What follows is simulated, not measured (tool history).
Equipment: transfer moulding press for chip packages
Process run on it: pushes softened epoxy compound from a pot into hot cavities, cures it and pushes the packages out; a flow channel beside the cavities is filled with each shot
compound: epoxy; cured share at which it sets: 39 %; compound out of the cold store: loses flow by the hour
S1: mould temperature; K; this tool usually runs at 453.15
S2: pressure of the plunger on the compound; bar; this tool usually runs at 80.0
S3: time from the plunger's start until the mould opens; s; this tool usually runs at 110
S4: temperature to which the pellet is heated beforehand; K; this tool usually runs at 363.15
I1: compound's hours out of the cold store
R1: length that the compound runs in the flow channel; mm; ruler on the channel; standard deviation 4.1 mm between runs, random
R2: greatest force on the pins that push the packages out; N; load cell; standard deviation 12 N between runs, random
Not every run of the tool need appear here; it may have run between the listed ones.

run 1 day=0.000 | S1=453.15 S2=80.0 S3=110 S4=363.15 | I1=42.1 | R1=816 R2=548
run 2 day=0.217 | S1=453.15 S2=80.0 S3=110 S4=363.15 | I1=23.0 | R1=866 R2=601
run 3 day=0.417 | S1=453.15 S2=80.0 S3=110 S4=363.15 | I1=47.0 | R1=792 R2=613
run 4 day=0.708 | S1=453.15 S2=80.0 S3=110 S4=363.15 | I1=30.4 | R1=841 R2=661
run 5 day=1.129 | S1=453.15 S2=80.0 S3=110 S4=363.15 | I1=29.5 | R1=845 R2=710
run 6 day=1.542 | S1=453.15 S2=80.0 S3=110 S4=363.15 | I1=42.5 | R1=804 R2=751
run 7 day=1.979 | S1=453.15 S2=80.0 S3=110 S4=363.15 | I1=25.3 | R1=860 R2=807
-- day=2.096 mould's thermocouples calibrated
run 8 day=2.275 | S1=459.15 S2=80.0 S3=110 S4=372.15 | I1=36.8 | R1=798 R2=667
run 9 day=2.504 | S1=459.15 S2=80.0 S3=110 S4=372.15 | I1=33.8 | R1=810 R2=678
run 10 day=2.971 | S1=460.15 S2=68.2 S3=91 S4=372.15 | I1=40.1 | R1=724 R2=784
run 11 day=3.300 | S1=456.15 S2=92.5 S3=110 S4=363.15 | I1=19.8 | R1=929 R2=818

Below are 4 alternative next runs, each starting from the tool's condition after run 11. Predict each:
-- day=3.721 cavities cleaned with cleaning compound and waxed
run A day=3.808 | S1=456.15 S2=92.5 S3=109 S4=363.15 | I1=34.3 | R1=? R2=?
-- day=3.721 cavities cleaned with cleaning compound and waxed
run B day=3.808 | S1=453.15 S2=80.0 S3=110 S4=365.15 | I1=38.9 | R1=? R2=?
-- day=3.721 cavities cleaned with cleaning compound and waxed
run C day=3.808 | S1=453.15 S2=90.3 S3=121 S4=356.15 | I1=32.1 | R1=? R2=?
-- day=3.721 cavities cleaned with cleaning compound and waxed
run D day=3.808 | S1=456.15 S2=80.0 S3=149 S4=363.15 | I1=44.0 | R1=? R2=?

run=A R1=872 R2=515
run=B R1=815 R2=583
run=C R1=877 R2=516
run=D R1=785 R2=441
Without the tool's hidden state the same runs would have given:
run=A R1=903 R2=489
run=B R1=843 R2=548
run=C R1=908 R2=489
run=D R1=812 R2=427

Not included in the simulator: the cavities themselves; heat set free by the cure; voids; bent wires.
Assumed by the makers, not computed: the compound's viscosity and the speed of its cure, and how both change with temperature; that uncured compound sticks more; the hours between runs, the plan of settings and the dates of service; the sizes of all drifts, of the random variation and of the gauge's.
